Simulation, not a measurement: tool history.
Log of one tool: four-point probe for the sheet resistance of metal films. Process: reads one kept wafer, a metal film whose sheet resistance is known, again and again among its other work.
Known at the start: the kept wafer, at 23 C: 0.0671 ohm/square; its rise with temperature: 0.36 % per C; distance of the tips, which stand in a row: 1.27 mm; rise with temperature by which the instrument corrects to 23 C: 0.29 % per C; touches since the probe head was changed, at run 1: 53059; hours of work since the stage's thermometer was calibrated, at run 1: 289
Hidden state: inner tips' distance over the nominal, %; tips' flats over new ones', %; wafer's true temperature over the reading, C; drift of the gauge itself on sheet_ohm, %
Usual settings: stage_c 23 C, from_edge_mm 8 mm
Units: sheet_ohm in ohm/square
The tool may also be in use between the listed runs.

run	hour	stage_c	from_edge_mm	touches since the probe head was changed	hours of work since the stage's thermometer was calibrated	sheet_ohm
1	0.0	23	8	53059	289	0.067703
2	7.4	29	8	53291	293	0.067937
3	20.1	29	8	53689	300	0.067929
4	28.2	29	8	53943	305	0.067957
5	45.2	23	8	54477	314	0.067693
6	52.8	23	8	54716	318	0.067657
7	65.2	23	8	55103	325	0.067687
8	82.7	23	8	55652	334	0.067672
9	93.5	23	8	55990	340	0.067684
10	100.8	19	8	56218	344	0.067501
11	111.9	23	8	56567	350	0.067683
12	120.0	23	8	56820	355	0.067668
13	131.5	23	8	57180	361	0.067677
14	143.9	23	8	57568	368	0.067657
15	152.5	25	8	57839	372	0.067748
16	167.9	23	8	58322	381	0.067691
17	181.7	26	8	58753	388	0.067793
18	191.4	26	8	59057	394	0.067791
19	209.2	26	8	59615	403	0.067784
20	224.4	21	8	60091	412	0.067574
# hour 226.2: stage's thermometer calibrated
21	238.6	23	49	60522	7	0.066792
22	250.9	22	3	60905	13	0.072572
23	261.7	21	8	61244	19	0.067572
24	277.7	27	8	61746	28	0.067804
25	290.0	20	24	62130	35	0.066713
26	297.6	21	26	62371	39	0.066747
27	314.3	23	56	62894	48	0.066749
# hour 320.0: stage's thermometer calibrated, once more
28	326.3	23	56	63255	3	0.066733
29	340.5	30	55	63698	11	0.066997
30	356.5	22	8	64200	20	0.067555
31	370.5	29	11	64640	28	0.067423
32	385.6	23	5	65112	36	0.068940

Hidden state at the last listed run before each entry between runs and at the first one after, where it differs:
Between runs 20 and 21: stage's thermometer calibrated (hour 226.2)
  inner tips' distance over the nominal, %: -0.502 -> -0.506; tips' flats over new ones', %: 96 -> 97; wafer's true temperature over the reading, C: 0.08 -> 0.12
  measured less the result without the state, sheet_ohm: -0.000348 -> -0.000339 ohm/square
Between runs 27 and 28: stage's thermometer calibrated, once more (hour 320.0)
  inner tips' distance over the nominal, %: -0.53 -> -0.534; wafer's true temperature over the reading, C: 0.14 -> 0.02
  measured less the result without the state, sheet_ohm: -0.000353 -> -0.000382 ohm/square

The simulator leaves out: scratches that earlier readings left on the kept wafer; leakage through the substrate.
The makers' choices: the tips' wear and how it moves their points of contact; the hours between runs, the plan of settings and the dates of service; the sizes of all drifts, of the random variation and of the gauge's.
